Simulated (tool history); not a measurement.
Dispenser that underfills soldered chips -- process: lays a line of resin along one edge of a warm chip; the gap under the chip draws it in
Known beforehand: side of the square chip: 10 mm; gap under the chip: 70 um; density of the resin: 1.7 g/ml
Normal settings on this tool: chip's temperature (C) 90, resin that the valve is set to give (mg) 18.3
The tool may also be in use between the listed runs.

run    day  chip's temperature (C)  resin that the valve is set to give (mg)  time until the resin shows at the far edge (s)  resin that the valve gave (mg)
  1  0.000                      90                                      18.3                                            69.0                           17.94
  2  0.146                      90                                      18.3                                            79.7                           17.87
     0.279  -- new syringe of resin
  3  0.279                      77                                      18.3                                            77.5                           17.84
  4  0.371                      77                                      18.3                                            88.1                           17.84
  5  0.558                      95                                      18.3                                            49.1                           17.93
  6  0.733                      95                                      18.3                                            60.1                           17.99
  7  0.917                      90                                      18.3                                            89.3                           17.79
     0.971  -- new syringe of resin
  8  1.092                      90                                      18.3                                            49.8                           17.88
  9  1.212                      90                                      18.3                                            57.1                           17.99
 10  1.342                      90                                      22.2                                            65.3                           21.70
 11  1.446                      90                                      22.2                                            73.5                           21.57
 12  1.550                      90                                      22.2                                            82.3                           21.52
     1.658  -- new syringe of resin
 13  1.683                      94                                      23.3                                            36.7                           22.69
 14  1.850                      94                                      23.3                                            44.9                           22.61
 15  1.942                     102                                      15.8                                            36.9                           15.40
 16  2.054                     105                                      17.4                                            37.9                           16.94
 17  2.196                     101                                      18.3                                            50.5                           17.83

Predict each of these 4 candidate next runs independently; none follows another, all start after run 17:
  A  2.288                     101                                      17.8                                               ?                               ?
  B  2.288                      90                                      19.1                                               ?                               ?
  C  2.288                      97                                      20.4                                               ?                               ?
  D  2.288                     101                                      16.1                                               ?                               ?

run  time until the resin shows at the far edge (s)  resin that the valve gave (mg)
  A                                            56.5                           17.28
  B                                            88.8                           18.60
  C                                            66.1                           19.92
  D                                            57.4                           15.57
The same runs, with their run-to-run variation unchanged, on a tool lacking any hidden condition would have given:
run  time until the resin shows at the far edge (s)  resin that the valve gave (mg)
  A                                            28.8                           17.78
  B                                            45.1                           19.15
  C                                            33.6                           20.51
  D                                            29.0                           16.04

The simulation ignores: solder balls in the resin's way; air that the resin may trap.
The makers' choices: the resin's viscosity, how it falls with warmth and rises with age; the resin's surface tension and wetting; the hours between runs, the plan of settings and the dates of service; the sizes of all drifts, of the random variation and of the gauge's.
